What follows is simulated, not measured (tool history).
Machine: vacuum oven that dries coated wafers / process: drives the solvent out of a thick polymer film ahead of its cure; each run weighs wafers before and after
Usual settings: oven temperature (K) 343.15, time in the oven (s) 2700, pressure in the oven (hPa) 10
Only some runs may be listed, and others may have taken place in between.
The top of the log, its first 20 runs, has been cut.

{"run": 21, "day": 10.8, "oven temperature (K)": 349.15, "time in the oven (s)": 3120, "pressure in the oven (hPa)": 10.4, "solvent left in the film (%)": 1.12}
{"run": 22, "day": 11.204, "oven temperature (K)": 352.15, "time in the oven (s)": 3960, "pressure in the oven (hPa)": 26.1, "solvent left in the film (%)": 2.26}
{"run": 23, "day": 11.588, "oven temperature (K)": 353.15, "time in the oven (s)": 2340, "pressure in the oven (hPa)": 10, "solvent left in the film (%)": 1.02}
{"run": 24, "day": 11.95, "oven temperature (K)": 353.15, "time in the oven (s)": 2340, "pressure in the oven (hPa)": 10, "solvent left in the film (%)": 0.92}
{"run": 25, "day": 12.462, "oven temperature (K)": 343.15, "time in the oven (s)": 1860, "pressure in the oven (hPa)": 10, "solvent left in the film (%)": 3.4}
{"run": 26, "day": 13.029, "oven temperature (K)": 343.15, "time in the oven (s)": 1860, "pressure in the oven (hPa)": 10, "solvent left in the film (%)": 3.33}
{"run": 27, "day": 13.7, "oven temperature (K)": 341.15, "time in the oven (s)": 3060, "pressure in the oven (hPa)": 20.2, "solvent left in the film (%)": 3.81}
{"run": 28, "day": 14.35, "oven temperature (K)": 342.15, "time in the oven (s)": 2700, "pressure in the oven (hPa)": 9.5, "solvent left in the film (%)": 2.51}
{"run": 29, "day": 14.812, "oven temperature (K)": 342.15, "time in the oven (s)": 2700, "pressure in the oven (hPa)": 9.5, "solvent left in the film (%)": 2.49}
{"run": 30, "day": 15.462, "oven temperature (K)": 342.15, "time in the oven (s)": 2400, "pressure in the oven (hPa)": 28, "solvent left in the film (%)": 4.96}
{"run": 31, "day": 16.025, "oven temperature (K)": 343.15, "time in the oven (s)": 1860, "pressure in the oven (hPa)": 15, "solvent left in the film (%)": 3.95}
{"run": 32, "day": 16.342, "oven temperature (K)": 331.15, "time in the oven (s)": 1860, "pressure in the oven (hPa)": 17.2, "solvent left in the film (%)": 8.87}
{"run": 33, "day": 17.025, "oven temperature (K)": 338.15, "time in the oven (s)": 4740, "pressure in the oven (hPa)": 38.1, "solvent left in the film (%)": 6.54}
{"run": 34, "day": 17.454, "oven temperature (K)": 347.15, "time in the oven (s)": 3600, "pressure in the oven (hPa)": 19.7, "solvent left in the film (%)": 2.23}
{"run": 35, "day": 17.867, "oven temperature (K)": 347.15, "time in the oven (s)": 3600, "pressure in the oven (hPa)": 19.7, "solvent left in the film (%)": 2.23}
{"run": 36, "day": 18.375, "oven temperature (K)": 352.15, "time in the oven (s)": 2700, "pressure in the oven (hPa)": 10, "solvent left in the film (%)": 0.99}
{"run": 37, "day": 19.025, "oven temperature (K)": 348.15, "time in the oven (s)": 2700, "pressure in the oven (hPa)": 5.6, "solvent left in the film (%)": 0.93}

3 ways to go on from here, each from the tool as it stands after run 37. What would each give?
{"run": "A", "day": 19.575, "oven temperature (K)": 353.15, "time in the oven (s)": 2700, "pressure in the oven (hPa)": 7.1, "solvent left in the film (%)": "?"}
{"run": "B", "day": 19.575, "oven temperature (K)": 351.15, "time in the oven (s)": 1440, "pressure in the oven (hPa)": 5.6, "solvent left in the film (%)": "?"}
{"run": "C", "day": 19.575, "oven temperature (K)": 347.15, "time in the oven (s)": 2700, "pressure in the oven (hPa)": 14.4, "solvent left in the film (%)": "?"}

run=A solvent_left_in_the_film_(%)=0.7
run=B solvent_left_in_the_film_(%)=1.55
run=C solvent_left_in_the_film_(%)=1.83
Without the tool's unlogged condition, the same runs would have read:
run=A solvent_left_in_the_film_(%)=0.65
run=B solvent_left_in_the_film_(%)=1.41
run=C solvent_left_in_the_film_(%)=1.71
